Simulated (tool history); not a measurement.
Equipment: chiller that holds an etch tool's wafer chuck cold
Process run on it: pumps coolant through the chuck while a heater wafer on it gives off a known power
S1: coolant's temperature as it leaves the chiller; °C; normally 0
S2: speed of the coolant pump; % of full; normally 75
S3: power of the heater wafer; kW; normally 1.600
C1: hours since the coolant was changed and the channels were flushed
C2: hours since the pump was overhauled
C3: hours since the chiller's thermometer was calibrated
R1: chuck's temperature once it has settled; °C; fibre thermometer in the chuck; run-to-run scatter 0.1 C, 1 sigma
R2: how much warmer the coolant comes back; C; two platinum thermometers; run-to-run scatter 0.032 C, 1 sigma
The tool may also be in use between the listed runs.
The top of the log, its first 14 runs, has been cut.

Run 15, day 19.646: usual settings but S1 4 °C, S2 64 % of full; C1 3524; C2 1650; C3 3306. Result: R1 19.1 °C, R2 4.70 C.
Run 16, day 20.550: usual settings but S1 -3 °C, S2 64 % of full; C1 3545; C2 1672; C3 3328. Result: R1 11.9 °C, R2 4.75 C.
At day 20.908: coolant pump overhauled.
Run 17, day 22.329: usual settings but S1 8 °C, S2 74 % of full; C1 3583; C2 34; C3 3365. Result: R1 21.7 °C, R2 4.06 C.
Run 18, day 23.812: usual settings but S1 8 °C, S2 74 % of full, S3 1.186 kW; C1 3619; C2 70; C3 3401. Result: R1 18.3 °C, R2 3.05 C.
Run 19, day 25.204: usual settings but S1 8 °C, S2 74 % of full, S3 1.186 kW; C1 3652; C2 103; C3 3434. Result: R1 18.4 °C, R2 3.04 C.
At day 26.262: coolant pump overhauled, once more.
Run 20, day 26.883: usual settings but S2 97 % of full, S3 0.813 kW; C1 3687; C2 15; C3 3470. Result: R1 6.1 °C, R2 1.48 C.
Run 21, day 27.946: usual settings but S1 -10 °C, S2 99 % of full; C1 3713; C2 40; C3 3495. Result: R1 1.3 °C, R2 2.85 C.
Run 22, day 29.550: usual settings but S1 2 °C, S2 65 % of full, S3 2.249 kW; C1 3752; C2 79; C3 3534. Result: R1 22.4 °C, R2 6.30 C.
Run 23, day 30.358: usual settings but S1 6 °C, S3 1.453 kW; C1 3771; C2 98; C3 3553. Result: R1 18.1 °C, R2 3.51 C.
Run 24, day 31.650: usual settings but S1 4 °C, S2 63 % of full, S3 1.828 kW; C1 3802; C2 129; C3 3584. Result: R1 21.1 °C, R2 5.32 C.
Run 25, day 33.117: usual settings but S2 90 % of full, S3 1.640 kW; C1 3837; C2 164; C3 3619. Result: R1 12.3 °C, R2 3.23 C.
Run 26, day 33.925: usual settings but S2 90 % of full, S3 1.640 kW; C1 3857; C2 184; C3 3639. Result: R1 12.4 °C, R2 3.21 C.
Run 27, day 34.888: usual settings but S1 3 °C, S2 77 % of full, S3 0.875 kW; C1 3880; C2 207; C3 3662. Result: R1 10.5 °C, R2 2.09 C.
Run 28, day 36.467: usual settings but S1 -7 °C, S2 72 % of full, S3 1.948 kW; C1 3917; C2 245; C3 3700. Result: R1 9.7 °C, R2 4.89 C.
Run 29, day 37.696: usual settings but S2 78 % of full, S3 1.641 kW; C1 3947; C2 274; C3 3729. Result: R1 13.3 °C, R2 3.78 C.
Run 30, day 38.625: usual settings but S1 6 °C, S2 78 % of full, S3 1.642 kW; C1 3969; C2 297; C3 3751. Result: R1 19.6 °C, R2 3.76 C.
Run 31, day 39.679: usual settings but S1 -7 °C, S2 67 % of full, S3 1.690 kW; C1 3995; C2 322; C3 3777. Result: R1 8.2 °C, R2 4.68 C.

Alternative continuations, all from the tool just after run 31; predict every row:
Run A, day 41.292: usual settings but S1 -3 °C, S3 2.207 kW; C1 4033; C2 361; C3 3815. Result: R1 ?, R2 ?.
Run B, day 41.292: usual settings but S1 -4 °C, S2 95 % of full, S3 1.172 kW; C1 4033; C2 361; C3 3815. Result: R1 ?, R2 ?.
Run C, day 41.292: usual settings but S1 5 °C, S2 73 % of full, S3 1.690 kW; C1 4033; C2 361; C3 3815. Result: R1 ?, R2 ?.
Run D, day 41.292: usual settings but S1 8 °C, S2 87 % of full, S3 1.123 kW; C1 4033; C2 361; C3 3815. Result: R1 ?, R2 ?.

run    R1    R2
  A  15.5  5.29
  B   4.7  2.18
  C  19.4  4.26
  D  16.9  2.28
Without the tool's unlogged condition, the same runs would have read:
run    R1    R2
  A  13.6  5.26
  B   3.6  2.17
  C  17.8  4.24
  D  15.8  2.27
